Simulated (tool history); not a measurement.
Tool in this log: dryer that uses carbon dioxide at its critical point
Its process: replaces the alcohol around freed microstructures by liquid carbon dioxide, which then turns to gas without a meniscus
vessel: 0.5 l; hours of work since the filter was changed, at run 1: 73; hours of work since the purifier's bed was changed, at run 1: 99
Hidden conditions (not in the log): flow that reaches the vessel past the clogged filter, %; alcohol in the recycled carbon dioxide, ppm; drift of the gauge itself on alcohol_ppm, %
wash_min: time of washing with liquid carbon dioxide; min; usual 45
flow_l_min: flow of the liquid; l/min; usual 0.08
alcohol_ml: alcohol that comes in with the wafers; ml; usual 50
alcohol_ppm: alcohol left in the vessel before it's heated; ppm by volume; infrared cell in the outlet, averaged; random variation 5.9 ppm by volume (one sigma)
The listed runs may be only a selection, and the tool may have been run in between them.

run     day  wash_min  flow_l_min  alcohol_ml  hours of work since the filter was changed  hours of work since the purifier's bed was changed  alcohol_ppm
  1       0        45        0.08          50                                          73                                                  99          264
  2     0.3        45        0.08          50                                          75                                                 102          258
  3   0.979        45        0.08          50                                          81                                                 107          260
  4   1.325        45        0.08          50                                          83                                                 110          273
  5   1.888        45        0.08          40                                          88                                                 114          222
  6   2.208        45        0.08          88                                          90                                                 117          491
  7   2.667        45        0.08          67                                          94                                                 121          372
  8   3.033        45        0.08          67                                          97                                                 124          382
  9   3.475        45        0.08          67                                         101                                                 127          388
 10   4.079        45      0.0927          50                                         106                                                 132          132
 11   4.396        45      0.0927          50                                         108                                                 135          133
 12   4.725        45      0.0927          50                                         111                                                 137          122
 13   5.108        45      0.0927          50                                         114                                                 140          128
 14   5.817        45      0.0927          50                                         120                                                 146          122
 15   6.521        45        0.08          50                                         125                                                 152          313
 16   7.075        45        0.08          50                                         130                                                 156          312
 17   7.438        45        0.08          50                                         133                                                 159          297
 18   7.929        45        0.08          50                                         137                                                 163          310
 19     8.5        45        0.08          50                                         141                                                 168          332
 20   9.017        45        0.08          50                                         146                                                 172          318
 21   9.392        45        0.08          77                                         149                                                 175          495
 22  10.012        36      0.0799          92                                         154                                                 180         1851
 23  10.683        29      0.1316          32                                         159                                                 185          180
 24  11.221        54      0.0518          32                                         163                                                 190          713
 25  11.662        51      0.0646          49                                         167                                                 193          509
 26  12.296        71      0.0974          78                                         172                                                 199           15
 27  12.775        45      0.0575         109                                         176                                                 202         3448
 28  13.217        30      0.1261          39                                         179                                                 206          233
 29   13.55        45      0.0871         115                                         182                                                 209          502
 30  14.138        45      0.0871         115                                         187                                                 213          518
 31    14.5        64      0.0953          31                                         190                                                 216           19
 32  15.138        64      0.0953          31                                         195                                                 221           24
 33  15.854        55      0.0754          50                                         201                                                 227          162
 34  16.388        55      0.0754          50                                         205                                                 232          172
 35  16.917        55      0.0745          26                                         209                                                 236          101
 36  17.454        45        0.08          27                                         214                                                 240          215
 37  17.775        45        0.08          27                                         216                                                 243          212
 38  18.288        45        0.08          27                                         220                                                 247          226
 39  18.988        45        0.08          27                                         226                                                 253          216
 40  19.379        71        0.08          44                                         229                                                 256           23

Branching from run 40: 3 alternative next runs. What would each branch give?
  A  19.675        45      0.0792          20                                         232                                                 258            ?
  B  19.675        58      0.1045          67                                         232                                                 258            ?
  C  19.675        55      0.1181          25                                         232                                                 258            ?

run  alcohol_ppm
  A          178
  B           22
  C           11
With no hidden state in the tool, these same runs would have given:
run  alcohol_ppm
  A           88
  B            5
  C            1
